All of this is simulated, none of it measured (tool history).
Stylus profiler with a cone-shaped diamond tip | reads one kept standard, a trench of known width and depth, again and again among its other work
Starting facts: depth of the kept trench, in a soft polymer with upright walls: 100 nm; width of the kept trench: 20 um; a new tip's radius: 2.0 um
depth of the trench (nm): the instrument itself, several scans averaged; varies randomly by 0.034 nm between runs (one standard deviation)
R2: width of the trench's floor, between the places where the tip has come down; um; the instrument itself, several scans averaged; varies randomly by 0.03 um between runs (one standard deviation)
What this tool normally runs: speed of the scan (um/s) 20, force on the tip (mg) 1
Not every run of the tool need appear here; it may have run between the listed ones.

{"run": 1, "hour": 0.0, "speed of the scan (um/s)": 20, "force on the tip (mg)": 1, "depth of the trench (nm)": 100.92, "R2": 18.4}
{"run": 2, "hour": 12.2, "speed of the scan (um/s)": 20, "force on the tip (mg)": 1, "depth of the trench (nm)": 100.95, "R2": 18.43}
{"run": 3, "hour": 24.3, "speed of the scan (um/s)": 7, "force on the tip (mg)": 1, "depth of the trench (nm)": 100.95, "R2": 18.59}
{"run": 4, "hour": 33.6, "speed of the scan (um/s)": 20, "force on the tip (mg)": 1.46, "depth of the trench (nm)": 101.17, "R2": 18.46}
{"run": 5, "hour": 41.9, "speed of the scan (um/s)": 26, "force on the tip (mg)": 1, "depth of the trench (nm)": 100.91, "R2": 18.35}
{"run": 6, "hour": 59.2, "speed of the scan (um/s)": 26, "force on the tip (mg)": 1, "depth of the trench (nm)": 100.92, "R2": 18.4}
{"run": 7, "hour": 69.4, "speed of the scan (um/s)": 26, "force on the tip (mg)": 0.69, "depth of the trench (nm)": 100.75, "R2": 18.25}
{"run": 8, "hour": 85.7, "speed of the scan (um/s)": 26, "force on the tip (mg)": 1.24, "depth of the trench (nm)": 101.05, "R2": 18.36}
{"hour": 87.6, "done": "height scale calibrated on a step standard"}
{"run": 9, "hour": 99.4, "speed of the scan (um/s)": 26, "force on the tip (mg)": 1.24, "depth of the trench (nm)": 101.1, "R2": 18.4}
{"run": 10, "hour": 112.5, "speed of the scan (um/s)": 7, "force on the tip (mg)": 1, "depth of the trench (nm)": 100.98, "R2": 18.57}
{"run": 11, "hour": 129.5, "speed of the scan (um/s)": 7, "force on the tip (mg)": 1, "depth of the trench (nm)": 101.02, "R2": 18.49}
{"hour": 134.8, "done": "height scale calibrated on a step standard, once more"}
{"run": 12, "hour": 145.1, "speed of the scan (um/s)": 20, "force on the tip (mg)": 1, "depth of the trench (nm)": 100.7, "R2": 18.35}
{"run": 13, "hour": 165.1, "speed of the scan (um/s)": 20, "force on the tip (mg)": 1, "depth of the trench (nm)": 100.79, "R2": 18.34}
{"run": 14, "hour": 181.3, "speed of the scan (um/s)": 34, "force on the tip (mg)": 1, "depth of the trench (nm)": 100.73, "R2": 18.22}
{"run": 15, "hour": 201.0, "speed of the scan (um/s)": 34, "force on the tip (mg)": 1, "depth of the trench (nm)": 100.76, "R2": 18.26}
{"run": 16, "hour": 219.7, "speed of the scan (um/s)": 9, "force on the tip (mg)": 2.53, "depth of the trench (nm)": 101.45, "R2": 18.49}
{"run": 17, "hour": 236.7, "speed of the scan (um/s)": 48, "force on the tip (mg)": 2.2, "depth of the trench (nm)": 101.31, "R2": 18.24}
{"run": 18, "hour": 249.9, "speed of the scan (um/s)": 6, "force on the tip (mg)": 2.76, "depth of the trench (nm)": 101.57, "R2": 18.53}
{"run": 19, "hour": 270.0, "speed of the scan (um/s)": 63, "force on the tip (mg)": 0.96, "depth of the trench (nm)": 100.76, "R2": 17.92}
{"run": 20, "hour": 280.3, "speed of the scan (um/s)": 78, "force on the tip (mg)": 0.63, "depth of the trench (nm)": 100.58, "R2": 17.58}
{"run": 21, "hour": 296.4, "speed of the scan (um/s)": 7, "force on the tip (mg)": 0.81, "depth of the trench (nm)": 100.7, "R2": 18.45}
{"run": 22, "hour": 311.8, "speed of the scan (um/s)": 7, "force on the tip (mg)": 0.81, "depth of the trench (nm)": 100.72, "R2": 18.47}
{"run": 23, "hour": 322.5, "speed of the scan (um/s)": 8, "force on the tip (mg)": 0.48, "depth of the trench (nm)": 100.46, "R2": 18.48}
{"run": 24, "hour": 338.7, "speed of the scan (um/s)": 11, "force on the tip (mg)": 0.67, "depth of the trench (nm)": 100.58, "R2": 18.37}
{"run": 25, "hour": 350.5, "speed of the scan (um/s)": 71, "force on the tip (mg)": 0.47, "depth of the trench (nm)": 100.51, "R2": 17.51}

Alternative continuations, all from the tool just after run 25; predict every row:
{"run": "A", "hour": 367.8, "speed of the scan (um/s)": 20, "force on the tip (mg)": 2.19, "depth of the trench (nm)": "?", "R2": "?"}
{"run": "B", "hour": 367.8, "speed of the scan (um/s)": 34, "force on the tip (mg)": 1.1, "depth of the trench (nm)": "?", "R2": "?"}
{"run": "C", "hour": 367.8, "speed of the scan (um/s)": 5, "force on the tip (mg)": 1.09, "depth of the trench (nm)": "?", "R2": "?"}

run=A depth_of_the_trench_(nm)=101.4 R2=18.44
run=B depth_of_the_trench_(nm)=100.88 R2=18.26
run=C depth_of_the_trench_(nm)=100.79 R2=18.54
The same runs, with their run-to-run variation unchanged, on a tool lacking any hidden condition would have given:
run=A depth_of_the_trench_(nm)=101.38 R2=18.63
run=B depth_of_the_trench_(nm)=100.85 R2=18.46
run=C depth_of_the_trench_(nm)=100.77 R2=18.73

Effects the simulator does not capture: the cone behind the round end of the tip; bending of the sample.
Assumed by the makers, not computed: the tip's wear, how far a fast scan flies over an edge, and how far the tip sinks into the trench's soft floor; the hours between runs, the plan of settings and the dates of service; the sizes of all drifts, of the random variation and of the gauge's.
